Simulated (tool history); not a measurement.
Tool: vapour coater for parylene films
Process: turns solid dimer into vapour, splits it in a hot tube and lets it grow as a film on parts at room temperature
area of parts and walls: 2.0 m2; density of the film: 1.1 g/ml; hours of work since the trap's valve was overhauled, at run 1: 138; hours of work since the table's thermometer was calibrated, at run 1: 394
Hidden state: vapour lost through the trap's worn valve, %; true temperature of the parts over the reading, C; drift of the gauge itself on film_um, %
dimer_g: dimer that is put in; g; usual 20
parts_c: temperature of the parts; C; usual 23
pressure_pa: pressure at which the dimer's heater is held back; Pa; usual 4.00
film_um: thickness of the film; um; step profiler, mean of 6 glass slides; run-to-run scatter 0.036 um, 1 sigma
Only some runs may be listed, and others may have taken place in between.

run,hour,dimer_g,parts_c,pressure_pa,hours of work since the trap's valve was overhauled,hours of work since the table's thermometer was calibrated,film_um
1,0.0,20,23,4.00,138,394,7.20
2,17.4,20,23,4.00,148,403,7.24
3,43.3,20,23,4.00,162,418,7.18
4,59.2,20,23,4.00,171,427,7.19
5,73.5,20,23,4.00,179,435,7.19
6,100.7,29,23,4.00,195,450,10.40
7,132.3,29,23,4.00,212,468,10.35
8,159.9,29,23,4.00,228,483,10.36
9,186.1,29,23,4.00,242,498,10.30
10,206.0,29,23,4.00,254,509,10.33
11,222.2,33,23,4.00,263,518,11.79
12,247.4,30,23,4.00,277,532,10.79
13,272.2,20,23,5.79,291,546,6.82
14,288.2,11,19,5.44,300,555,4.53
15,321.9,11,28,4.44,319,574,3.09
16,344.7,11,28,4.44,332,587,3.07
17,365.4,11,19,11.74,343,599,4.11
18,392.7,19,23,4.00,358,614,6.73
19,425.0,19,23,4.00,377,632,6.75
20,458.9,19,20,2.20,396,651,8.29
21,481.4,19,20,2.20,408,664,8.33
# hour 497.7: trap's valve overhauled
22,516.8,24,24,5.20,11,681,7.83
23,544.8,24,24,5.20,26,697,7.82
24,574.0,20,23,5.62,43,714,6.71
25,597.3,12,23,10.41,56,727,3.78

Estimate the outcome of run 26 from the log above:
26,620.9,14,21,4.00,69,740,?

Run 26 measured film_um 5.41 um.
With no hidden state in the tool, this same run would have given film_um 5.53 um.

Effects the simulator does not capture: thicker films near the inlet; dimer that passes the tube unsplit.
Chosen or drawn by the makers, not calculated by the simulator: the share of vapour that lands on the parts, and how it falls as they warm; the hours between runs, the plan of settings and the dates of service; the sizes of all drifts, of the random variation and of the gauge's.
